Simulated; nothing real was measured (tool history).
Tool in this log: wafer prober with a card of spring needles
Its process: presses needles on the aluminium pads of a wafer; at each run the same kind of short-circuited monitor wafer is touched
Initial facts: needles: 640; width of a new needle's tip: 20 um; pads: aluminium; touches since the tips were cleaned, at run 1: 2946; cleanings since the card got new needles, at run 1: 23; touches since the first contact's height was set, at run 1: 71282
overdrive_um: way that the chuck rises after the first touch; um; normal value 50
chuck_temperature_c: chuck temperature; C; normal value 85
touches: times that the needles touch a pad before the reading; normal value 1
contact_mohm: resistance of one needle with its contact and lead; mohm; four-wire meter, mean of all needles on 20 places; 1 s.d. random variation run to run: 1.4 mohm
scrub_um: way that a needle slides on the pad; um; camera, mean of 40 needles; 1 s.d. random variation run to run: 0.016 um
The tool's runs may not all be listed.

run,hour,overdrive_um,chuck_temperature_c,touches,touches since the tips were cleaned,cleanings since the card got new needles,touches since the first contact's height was set,contact_mohm,scrub_um
1,0.0,50,85,1,2946,23,71282,129,9.22
# hour 12.3: tips cleaned on abrasive film
2,21.1,50,85,1,3719,24,80161,130,9.23
# hour 31.7: tips cleaned on abrasive film
3,39.8,50,85,2,3433,25,87989,130,9.24
# hour 50.6: tips cleaned on abrasive film
4,57.9,50,85,2,3074,26,95564,130,9.21
5,68.1,50,85,2,7414,26,99904,129,9.25
# hour 69.3: tips cleaned on abrasive film
6,81.6,53,85,2,5197,27,105545,129,9.77
# hour 89.8: tips cleaned on abrasive film
7,106.0,53,82,2,6826,28,115787,126,9.79
# hour 110.3: tips cleaned on abrasive film
8,116.7,50,85,2,2709,29,120262,129,9.23
# hour 130.5: tips cleaned on abrasive film
# hour 139.8: height of the first contact set anew
9,141.5,50,30,1,4506,30,700,119,9.24
# hour 150.8: tips cleaned on abrasive film
10,156.5,50,85,1,2415,31,6996,129,9.24
# hour 169.5: tips cleaned on abrasive film
11,174.6,50,52,1,2131,32,14564,123,9.25
# hour 188.9: tips cleaned on abrasive film
12,195.2,50,52,1,2650,33,23233,124,9.26
# hour 207.7: tips cleaned on abrasive film
13,208.2,57,79,1,213,34,28662,125,10.56
# hour 227.8: tips cleaned on abrasive film
14,227.8,57,79,1,0,35,36906,124,10.52
15,240.4,57,79,1,5310,35,42216,126,10.54
# hour 246.6: tips cleaned on abrasive film
16,263.0,57,111,1,6945,36,51721,129,10.55
# hour 266.6: tips cleaned on abrasive film
17,283.7,69,91,2,7204,37,60376,120,12.79
# hour 286.7: tips cleaned on abrasive film
18,300.9,39,85,1,6015,38,67626,134,7.22
# hour 306.4: tips cleaned on abrasive film
19,319.8,39,85,1,5643,39,75532,137,7.21
# hour 325.7: tips cleaned on abrasive film
20,341.6,31,43,2,6746,40,84711,135,5.73
# hour 344.4: tips cleaned on abrasive film
21,358.5,31,43,2,5957,41,91788,137,5.76
# hour 363.2: tips cleaned on abrasive film
22,378.6,50,36,2,6478,42,100211,120,9.27
# hour 382.7: tips cleaned on abrasive film
# hour 401.9: tips cleaned on abrasive film
23,402.3,67,40,1,162,44,110115,114,12.44
24,417.6,67,40,1,6631,44,116584,115,12.44

Entry by entry between the runs, the difference in hidden state between the last listed run before and the first listed run after:
Between runs 1 and 2: tips cleaned on abrasive film (hour 12.3)
  drift of the gauge itself on scrub_um, %: 0 -> 0.03
  measured result minus the result with no hidden state, scrub_um: +0.00 -> +0.00 um
Between runs 2 and 3: tips cleaned on abrasive film (hour 31.7)
  drift of the gauge itself on scrub_um, %: 0.03 -> 0.06
  measured result minus the result with no hidden state, scrub_um: +0.00 -> +0.00 um
Between runs 3 and 4: tips cleaned on abrasive film (hour 50.6)
  drift of the gauge itself on scrub_um, %: 0.06 -> 0.08
  measured result minus the result with no hidden state, scrub_um: +0.00 -> +0.00 um
Between runs 5 and 6: tips cleaned on abrasive film (hour 69.3)
  drift of the gauge itself on scrub_um, %: 0.09 -> 0.11
  measured result minus the result with no hidden state, scrub_um: +0.01 -> +0.01 um
Between runs 6 and 7: tips cleaned on abrasive film (hour 89.8)
  drift of the gauge itself on scrub_um, %: 0.11 -> 0.15
  measured result minus the result with no hidden state, scrub_um: +0.01 -> +0.01 um
Between runs 7 and 8: tips cleaned on abrasive film (hour 110.3)
  debris on the tips, nm: 0.3 -> 0.2; drift of the gauge itself on scrub_um, %: 0.15 -> 0.16
  measured result minus the result with no hidden state, scrub_um: +0.01 -> +0.02 um
Between runs 8 and 9: tips cleaned on abrasive film (hour 130.5); height of the first contact set anew (hour 139.8)
  debris on the tips, nm: 0.2 -> 0.3; drift of the gauge itself on scrub_um, %: 0.16 -> 0.2
  measured result minus the result with no hidden state, scrub_um: +0.02 -> +0.01 um
Between runs 9 and 10: tips cleaned on abrasive film (hour 150.8)
  debris on the tips, nm: 0.3 -> 0.2; drift of the gauge itself on scrub_um, %: 0.2 -> 0.22
  measured result minus the result with no hidden state, scrub_um: +0.01 -> +0.02 um
Between runs 10 and 11: tips cleaned on abrasive film (hour 169.5)
  drift of the gauge itself on scrub_um, %: 0.22 -> 0.24
  measured result minus the result with no hidden state, scrub_um: +0.02 -> +0.02 um
Between runs 11 and 12: tips cleaned on abrasive film (hour 188.9)
  drift of the gauge itself on scrub_um, %: 0.24 -> 0.27
  measured result minus the result with no hidden state, scrub_um: +0.02 -> +0.02 um
Between runs 12 and 13: tips cleaned on abrasive film (hour 207.7)
  debris on the tips, nm: 0.2 -> 0; drift of the gauge itself on scrub_um, %: 0.27 -> 0.29
  measured result minus the result with no hidden state, scrub_um: +0.02 -> +0.03 um
Between runs 13 and 14: tips cleaned on abrasive film (hour 227.8)
  drift of the gauge itself on scrub_um, %: 0.29 -> 0.32
  measured result minus the result with no hidden state, scrub_um: +0.03 -> +0.03 um
Between runs 15 and 16: tips cleaned on abrasive film (hour 246.6)
  drift of the gauge itself on scrub_um, %: 0.33 -> 0.37
  measured result minus the result with no hidden state, scrub_um: +0.03 -> +0.04 um
Between runs 16 and 17: tips cleaned on abrasive film (hour 266.6)
  drift of the gauge itself on scrub_um, %: 0.37 -> 0.39
  measured result minus the result with no hidden state, scrub_um: +0.04 -> +0.05 um
Between runs 17 and 18: tips cleaned on abrasive film (hour 286.7)
  drift of the gauge itself on scrub_um, %: 0.39 -> 0.42
  measured result minus the result with no hidden state, scrub_um: +0.05 -> +0.03 um
Between runs 18 and 19: tips cleaned on abrasive film (hour 306.4)
  drift of the gauge itself on scrub_um, %: 0.42 -> 0.44
  measured result minus the result with no hidden state, scrub_um: +0.03 -> +0.03 um
Between runs 19 and 20: tips cleaned on abrasive film (hour 325.7)
  drift of the gauge itself on scrub_um, %: 0.44 -> 0.47
  measured result minus the result with no hidden state, scrub_um: +0.03 -> +0.03 um
Between runs 20 and 21: tips cleaned on abrasive film (hour 344.4)
  drift of the gauge itself on scrub_um, %: 0.47 -> 0.5
  measured result minus the result with no hidden state, scrub_um: +0.03 -> +0.03 um
Between runs 21 and 22: tips cleaned on abrasive film (hour 363.2)
  drift of the gauge itself on scrub_um, %: 0.5 -> 0.53
  measured result minus the result with no hidden state, scrub_um: +0.03 -> +0.05 um
Between runs 22 and 23: tips cleaned on abrasive film (hour 382.7); tips cleaned on abrasive film (hour 401.9)
  debris on the tips, nm: 0.3 -> 0; drift of the gauge itself on scrub_um, %: 0.53 -> 0.56
  measured result minus the result with no hidden state, scrub_um: +0.05 -> +0.07 um
